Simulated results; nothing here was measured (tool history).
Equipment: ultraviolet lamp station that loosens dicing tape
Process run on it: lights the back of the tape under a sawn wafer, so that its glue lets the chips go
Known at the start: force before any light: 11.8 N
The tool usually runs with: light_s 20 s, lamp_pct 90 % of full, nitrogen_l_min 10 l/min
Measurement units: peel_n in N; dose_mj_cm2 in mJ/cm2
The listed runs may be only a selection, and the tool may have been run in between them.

run 1 hour=0.0 | light_s=20 lamp_pct=90 nitrogen_l_min=10 | peel_n=0.504 dose_mj_cm2=380
run 2 hour=19.7 | light_s=20 lamp_pct=90 nitrogen_l_min=10 | peel_n=0.537 dose_mj_cm2=376
run 3 hour=47.0 | light_s=37 lamp_pct=90 nitrogen_l_min=10 | peel_n=0.136 dose_mj_cm2=691
run 4 hour=67.8 | light_s=20 lamp_pct=90 nitrogen_l_min=19 | peel_n=0.413 dose_mj_cm2=365
run 5 hour=97.7 | light_s=20 lamp_pct=90 nitrogen_l_min=14 | peel_n=0.508 dose_mj_cm2=361
run 6 hour=128.9 | light_s=20 lamp_pct=90 nitrogen_l_min=10 | peel_n=0.645 dose_mj_cm2=352
run 7 hour=160.0 | light_s=20 lamp_pct=90 nitrogen_l_min=19 | peel_n=0.482 dose_mj_cm2=346
run 8 hour=192.9 | light_s=20 lamp_pct=90 nitrogen_l_min=19 | peel_n=0.499 dose_mj_cm2=341
-- hour=216.5 window cleaned of glue's vapour
run 9 hour=224.6 | light_s=20 lamp_pct=90 nitrogen_l_min=19 | peel_n=0.627 dose_mj_cm2=318
run 10 hour=250.8 | light_s=37 lamp_pct=90 nitrogen_l_min=19 | peel_n=0.144 dose_mj_cm2=586
run 11 hour=274.9 | light_s=37 lamp_pct=90 nitrogen_l_min=19 | peel_n=0.148 dose_mj_cm2=577
run 12 hour=302.3 | light_s=37 lamp_pct=90 nitrogen_l_min=19 | peel_n=0.156 dose_mj_cm2=571
run 13 hour=320.3 | light_s=20 lamp_pct=90 nitrogen_l_min=10 | peel_n=0.945 dose_mj_cm2=302
run 14 hour=341.9 | light_s=20 lamp_pct=90 nitrogen_l_min=10 | peel_n=0.922 dose_mj_cm2=299
run 15 hour=365.5 | light_s=20 lamp_pct=90 nitrogen_l_min=10 | peel_n=0.988 dose_mj_cm2=293
-- hour=390.5 window cleaned of glue's vapour, once more
run 16 hour=399.8 | light_s=13 lamp_pct=90 nitrogen_l_min=10 | peel_n=1.330 dose_mj_cm2=250
run 17 hour=430.5 | light_s=13 lamp_pct=90 nitrogen_l_min=10 | peel_n=1.522 dose_mj_cm2=247
run 18 hour=461.4 | light_s=20 lamp_pct=90 nitrogen_l_min=10 | peel_n=0.554 dose_mj_cm2=375
run 19 hour=479.5 | light_s=20 lamp_pct=90 nitrogen_l_min=10 | peel_n=0.563 dose_mj_cm2=369
run 20 hour=502.3 | light_s=20 lamp_pct=91 nitrogen_l_min=10 | peel_n=0.571 dose_mj_cm2=368
run 21 hour=532.9 | light_s=20 lamp_pct=91 nitrogen_l_min=10 | peel_n=0.572 dose_mj_cm2=358
run 22 hour=555.1 | light_s=20 lamp_pct=91 nitrogen_l_min=10 | peel_n=0.616 dose_mj_cm2=360
run 23 hour=587.9 | light_s=20 lamp_pct=91 nitrogen_l_min=10 | peel_n=0.637 dose_mj_cm2=350
run 24 hour=610.6 | light_s=20 lamp_pct=91 nitrogen_l_min=10 | peel_n=0.683 dose_mj_cm2=348
run 25 hour=641.8 | light_s=20 lamp_pct=91 nitrogen_l_min=10 | peel_n=0.694 dose_mj_cm2=339
run 26 hour=663.5 | light_s=20 lamp_pct=72 nitrogen_l_min=17 | peel_n=0.988 dose_mj_cm2=261
run 27 hour=688.9 | light_s=20 lamp_pct=72 nitrogen_l_min=17 | peel_n=1.026 dose_mj_cm2=258
run 28 hour=714.3 | light_s=20 lamp_pct=72 nitrogen_l_min=17 | peel_n=1.053 dose_mj_cm2=261
run 29 hour=743.9 | light_s=18 lamp_pct=95 nitrogen_l_min=7 | peel_n=1.088 dose_mj_cm2=306
run 30 hour=762.0 | light_s=36 lamp_pct=90 nitrogen_l_min=18 | peel_n=0.159 dose_mj_cm2=565
run 31 hour=776.2 | light_s=36 lamp_pct=90 nitrogen_l_min=18 | peel_n=0.163 dose_mj_cm2=560
run 32 hour=799.2 | light_s=26 lamp_pct=98 nitrogen_l_min=6 | peel_n=0.492 dose_mj_cm2=438
run 33 hour=815.7 | light_s=27 lamp_pct=65 nitrogen_l_min=4 | peel_n=1.510 dose_mj_cm2=298
-- hour=818.3 window cleaned of glue's vapour
run 34 hour=835.9 | light_s=25 lamp_pct=68 nitrogen_l_min=4 | peel_n=1.238 dose_mj_cm2=336
run 35 hour=853.9 | light_s=20 lamp_pct=89 nitrogen_l_min=14 | peel_n=0.544 dose_mj_cm2=340
run 36 hour=879.6 | light_s=14 lamp_pct=61 nitrogen_l_min=11 | peel_n=2.794 dose_mj_cm2=163
run 37 hour=906.5 | light_s=20 lamp_pct=76 nitrogen_l_min=10 | peel_n=1.072 dose_mj_cm2=292
run 38 hour=939.3 | light_s=17 lamp_pct=72 nitrogen_l_min=7 | peel_n=2.013 dose_mj_cm2=225
run 39 hour=958.5 | light_s=13 lamp_pct=70 nitrogen_l_min=6 | peel_n=3.318 dose_mj_cm2=168
run 40 hour=974.9 | light_s=14 lamp_pct=90 nitrogen_l_min=10 | peel_n=1.638 dose_mj_cm2=233
run 41 hour=1008.2 | light_s=19 lamp_pct=89 nitrogen_l_min=6 | peel_n=1.265 dose_mj_cm2=300
run 42 hour=1035.1 | light_s=27 lamp_pct=74 nitrogen_l_min=8 | peel_n=0.744 dose_mj_cm2=345
run 43 hour=1065.9 | light_s=27 lamp_pct=88 nitrogen_l_min=5 | peel_n=0.656 dose_mj_cm2=407

Predict each of these 4 candidate next runs independently; none follows another, all start after run 43:
run A hour=1085.5 | light_s=24 lamp_pct=90 nitrogen_l_min=5 | peel_n=? dose_mj_cm2=?
run B hour=1085.5 | light_s=20 lamp_pct=86 nitrogen_l_min=10 | peel_n=? dose_mj_cm2=?
run C hour=1085.5 | light_s=27 lamp_pct=92 nitrogen_l_min=5 | peel_n=? dose_mj_cm2=?
run D hour=1085.5 | light_s=28 lamp_pct=93 nitrogen_l_min=4 | peel_n=? dose_mj_cm2=?

run=A peel_n=0.873 dose_mj_cm2=369
run=B peel_n=1.010 dose_mj_cm2=291
run=C peel_n=0.607 dose_mj_cm2=420
run=D peel_n=0.621 dose_mj_cm2=443
The same runs, with their run-to-run variation unchanged, on a tool lacking any hidden condition would have given:
run=A peel_n=0.268 dose_mj_cm2=580
run=B peel_n=0.315 dose_mj_cm2=456
run=C peel_n=0.194 dose_mj_cm2=659
run=D peel_n=0.189 dose_mj_cm2=697

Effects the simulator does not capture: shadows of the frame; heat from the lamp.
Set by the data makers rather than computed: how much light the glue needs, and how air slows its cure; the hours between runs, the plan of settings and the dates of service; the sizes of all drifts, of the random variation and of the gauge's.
